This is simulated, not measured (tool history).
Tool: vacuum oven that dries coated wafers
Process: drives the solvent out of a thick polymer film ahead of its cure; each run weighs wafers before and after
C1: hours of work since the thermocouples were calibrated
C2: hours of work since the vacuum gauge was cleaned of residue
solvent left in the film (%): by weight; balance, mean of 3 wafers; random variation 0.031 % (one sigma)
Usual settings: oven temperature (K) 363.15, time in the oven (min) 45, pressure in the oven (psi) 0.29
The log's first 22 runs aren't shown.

run 23 hour=789.8 | oven_temperature_(K)=362.15 time_in_the_oven_(min)=45 pressure_in_the_oven_(psi)=0.29 | C1=226 C2=589 | solvent_left_in_the_film_(%)=2.43
-- hour=794.8 vacuum gauge cleaned of residue and calibrated
run 24 hour=830.8 | oven_temperature_(K)=362.15 time_in_the_oven_(min)=45 pressure_in_the_oven_(psi)=0.29 | C1=244 C2=17 | solvent_left_in_the_film_(%)=2.39
run 25 hour=865.8 | oven_temperature_(K)=362.15 time_in_the_oven_(min)=45 pressure_in_the_oven_(psi)=0.29 | C1=260 C2=33 | solvent_left_in_the_film_(%)=2.43
run 26 hour=910.9 | oven_temperature_(K)=372.15 time_in_the_oven_(min)=26 pressure_in_the_oven_(psi)=0.29 | C1=281 C2=54 | solvent_left_in_the_film_(%)=1.55
-- hour=940.2 vacuum gauge cleaned of residue and calibrated, once more
run 27 hour=946 | oven_temperature_(K)=356.15 time_in_the_oven_(min)=27 pressure_in_the_oven_(psi)=0.232 | C1=297 C2=3 | solvent_left_in_the_film_(%)=7.3
run 28 hour=994.7 | oven_temperature_(K)=356.15 time_in_the_oven_(min)=27 pressure_in_the_oven_(psi)=0.232 | C1=319 C2=25 | solvent_left_in_the_film_(%)=7.34
run 29 hour=1039.1 | oven_temperature_(K)=366.15 time_in_the_oven_(min)=45 pressure_in_the_oven_(psi)=0.29 | C1=340 C2=46 | solvent_left_in_the_film_(%)=1.43
run 30 hour=1072.9 | oven_temperature_(K)=370.15 time_in_the_oven_(min)=41 pressure_in_the_oven_(psi)=0.29 | C1=356 C2=61 | solvent_left_in_the_film_(%)=1.06
run 31 hour=1101.7 | oven_temperature_(K)=352.15 time_in_the_oven_(min)=60 pressure_in_the_oven_(psi)=0.258 | C1=369 C2=75 | solvent_left_in_the_film_(%)=4.76
run 32 hour=1136.3 | oven_temperature_(K)=352.15 time_in_the_oven_(min)=60 pressure_in_the_oven_(psi)=0.258 | C1=385 C2=91 | solvent_left_in_the_film_(%)=4.68
run 33 hour=1161.9 | oven_temperature_(K)=374.15 time_in_the_oven_(min)=60 pressure_in_the_oven_(psi)=0.966 | C1=397 C2=103 | solvent_left_in_the_film_(%)=2.33
run 34 hour=1195.5 | oven_temperature_(K)=374.15 time_in_the_oven_(min)=60 pressure_in_the_oven_(psi)=0.966 | C1=412 C2=118 | solvent_left_in_the_film_(%)=2.28
run 35 hour=1219 | oven_temperature_(K)=374.15 time_in_the_oven_(min)=24 pressure_in_the_oven_(psi)=0.632 | C1=423 C2=129 | solvent_left_in_the_film_(%)=2.12
run 36 hour=1254.8 | oven_temperature_(K)=364.15 time_in_the_oven_(min)=36 pressure_in_the_oven_(psi)=0.632 | C1=440 C2=146 | solvent_left_in_the_film_(%)=3.55
run 37 hour=1281.6 | oven_temperature_(K)=350.15 time_in_the_oven_(min)=36 pressure_in_the_oven_(psi)=0.632 | C1=452 C2=158 | solvent_left_in_the_film_(%)=10.07
run 38 hour=1324 | oven_temperature_(K)=350.15 time_in_the_oven_(min)=36 pressure_in_the_oven_(psi)=0.632 | C1=472 C2=178 | solvent_left_in_the_film_(%)=9.97
run 39 hour=1356.2 | oven_temperature_(K)=370.15 time_in_the_oven_(min)=34 pressure_in_the_oven_(psi)=0.371 | C1=487 C2=193 | solvent_left_in_the_film_(%)=1.46
run 40 hour=1394.5 | oven_temperature_(K)=370.15 time_in_the_oven_(min)=22 pressure_in_the_oven_(psi)=0.371 | C1=505 C2=211 | solvent_left_in_the_film_(%)=2.59
run 41 hour=1442 | oven_temperature_(K)=363.15 time_in_the_oven_(min)=65 pressure_in_the_oven_(psi)=0.325 | C1=527 C2=233 | solvent_left_in_the_film_(%)=1.44
run 42 hour=1473.2 | oven_temperature_(K)=363.15 time_in_the_oven_(min)=65 pressure_in_the_oven_(psi)=0.325 | C1=541 C2=247 | solvent_left_in_the_film_(%)=1.49
run 43 hour=1506.9 | oven_temperature_(K)=355.15 time_in_the_oven_(min)=44 pressure_in_the_oven_(psi)=0.29 | C1=557 C2=263 | solvent_left_in_the_film_(%)=4.93
run 44 hour=1544.8 | oven_temperature_(K)=355.15 time_in_the_oven_(min)=44 pressure_in_the_oven_(psi)=0.29 | C1=574 C2=280 | solvent_left_in_the_film_(%)=4.92
run 45 hour=1589.9 | oven_temperature_(K)=355.15 time_in_the_oven_(min)=44 pressure_in_the_oven_(psi)=0.29 | C1=595 C2=301 | solvent_left_in_the_film_(%)=4.99
run 46 hour=1627.9 | oven_temperature_(K)=366.15 time_in_the_oven_(min)=38 pressure_in_the_oven_(psi)=0.754 | C1=613 C2=319 | solvent_left_in_the_film_(%)=3.13
run 47 hour=1664 | oven_temperature_(K)=374.15 time_in_the_oven_(min)=38 pressure_in_the_oven_(psi)=0.754 | C1=630 C2=335 | solvent_left_in_the_film_(%)=1.84

Forecast each of these 4 alternatives for the next run:
run A hour=1701.9 | oven_temperature_(K)=365.15 time_in_the_oven_(min)=26 pressure_in_the_oven_(psi)=0.429 | C1=647 C2=353 | solvent_left_in_the_film_(%)=?
run B hour=1701.9 | oven_temperature_(K)=363.15 time_in_the_oven_(min)=45 pressure_in_the_oven_(psi)=0.574 | C1=647 C2=353 | solvent_left_in_the_film_(%)=?
run C hour=1701.9 | oven_temperature_(K)=363.15 time_in_the_oven_(min)=45 pressure_in_the_oven_(psi)=0.493 | C1=647 C2=353 | solvent_left_in_the_film_(%)=?
run D hour=1701.9 | oven_temperature_(K)=368.15 time_in_the_oven_(min)=38 pressure_in_the_oven_(psi)=0.754 | C1=647 C2=353 | solvent_left_in_the_film_(%)=?

run=A solvent_left_in_the_film_(%)=3.74
run=B solvent_left_in_the_film_(%)=2.95
run=C solvent_left_in_the_film_(%)=2.67
run=D solvent_left_in_the_film_(%)=2.65
Without the tool's hidden state the same runs would have given:
run=A solvent_left_in_the_film_(%)=4.08
run=B solvent_left_in_the_film_(%)=3.19
run=C solvent_left_in_the_film_(%)=2.9
run=D solvent_left_in_the_film_(%)=2.82
